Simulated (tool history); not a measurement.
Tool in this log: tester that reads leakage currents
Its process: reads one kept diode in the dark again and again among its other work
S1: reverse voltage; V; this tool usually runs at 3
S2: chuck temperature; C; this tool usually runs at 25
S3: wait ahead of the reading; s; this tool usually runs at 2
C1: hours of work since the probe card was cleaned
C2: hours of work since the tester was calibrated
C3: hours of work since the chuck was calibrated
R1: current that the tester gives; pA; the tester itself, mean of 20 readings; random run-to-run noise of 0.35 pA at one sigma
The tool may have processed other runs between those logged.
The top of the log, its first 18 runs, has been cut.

Run 19, hour 2565.1: usual settings but S3 4.84 s; C1 2098; C2 546; C3 326. Result: R1 116 pA.
Run 20, hour 2662.9: usual settings but S1 13.01 V, S2 55 C, S3 4.79 s; C1 2139; C2 587; C3 367. Result: R1 1899.39 pA.
Run 21, hour 2843.6: usual settings but S1 4.1 V, S2 58 C, S3 3.92 s; C1 2216; C2 664; C3 444. Result: R1 1297.09 pA.
Run 22, hour 3057.9: usual settings but S1 1.55 V, S2 60 C, S3 2.47 s; C1 2307; C2 755; C3 535. Result: R1 899.31 pA.
Run 23, hour 3209.1: usual settings but S1 17.99 V, S2 45 C, S3 6.35 s; C1 2371; C2 819; C3 599. Result: R1 1128.49 pA.
Run 24, hour 3313.1: usual settings but S1 17.99 V, S2 45 C, S3 6.35 s; C1 2415; C2 863; C3 643. Result: R1 1120.79 pA.
Run 25, hour 3509.5: usual settings but S1 6.75 V, S2 23 C, S3 0.74 s; C1 2499; C2 946; C3 726. Result: R1 146.35 pA.
Run 26, hour 3715.2: usual settings but S1 1.49 V, S2 35 C; C1 2586; C2 1034; C3 814. Result: R1 158.06 pA.
Run 27, hour 3859.3: usual settings but S1 1.49 V, S2 35 C; C1 2647; C2 1095; C3 875. Result: R1 156.44 pA.
Run 28, hour 3980: usual settings but S2 32 C; C1 2698; C2 1146; C3 926. Result: R1 177.25 pA.
Run 29, hour 4070.7: usual settings but S2 32 C; C1 2737; C2 1185; C3 964. Result: R1 175.93 pA.
Run 30, hour 4270.6: usual settings but S1 18.94 V, S2 24 C, S3 1.07 s; C1 2821; C2 1269; C3 1049. Result: R1 268.34 pA.
Run 31, hour 4372.3: usual settings but S1 18.94 V, S3 1.07 s; C1 2865; C2 1313; C3 1092. Result: R1 286.99 pA.
At hour 4451.1: chuck's temperature calibrated.
Run 32, hour 4551.9: usual settings but S1 1.23 V, S3 6.09 s; C1 2940; C2 1388; C3 43. Result: R1 76.81 pA.
Run 33, hour 4721.5: usual settings but S1 10.34 V, S2 53 C, S3 0.61 s; C1 3012; C2 1460; C3 115. Result: R1 1543.4 pA.
Run 34, hour 4831.3: usual settings but S2 21 C; C1 3059; C2 1506; C3 161. Result: R1 89.64 pA.
Run 35, hour 5018.9: usual settings but S2 21 C; C1 3138; C2 1586; C3 241. Result: R1 88.2 pA.
At hour 5191.9: probe card cleaned and baked.
Run 36, hour 5193.5: usual settings but S2 21 C; C1 1; C2 1659; C3 314. Result: R1 79.73 pA.
Run 37, hour 5297.7: usual settings but S2 39 C, S3 2.57 s; C1 45; C2 1703; C3 358. Result: R1 308.62 pA.

Consider 5 possible next runs. They are alternatives, not a sequence: every one starts from the tool as it was left by run 37. What does each give?
Run A, hour 5425.7: usual settings but S1 6.62 V; C1 99; C2 1757; C3 412. Result: R1 ?.
Run B, hour 5425.7: usual settings but S1 18.96 V, S2 47 C; C1 99; C2 1757; C3 412. Result: R1 ?.
Run C, hour 5425.7: usual settings but S2 57 C; C1 99; C2 1757; C3 412. Result: R1 ?.
Run D, hour 5425.7: usual settings but S1 15.29 V, S2 39 C, S3 5.98 s; C1 99; C2 1757; C3 412. Result: R1 ?.
Run E, hour 5425.7: usual settings but S1 1.92 V, S2 39 C, S3 2.57 s; C1 99; C2 1757; C3 412. Result: R1 ?.

run       R1
  A   157.74
  B  1303.46
  C  1024.92
  D   677.51
  E   245.29
Stripped of hidden state, with their random variation kept, the same runs would have yielded:
run       R1
  A   169.74
  B  1394.27
  C  1093.86
  D   726.36
  E   263.34
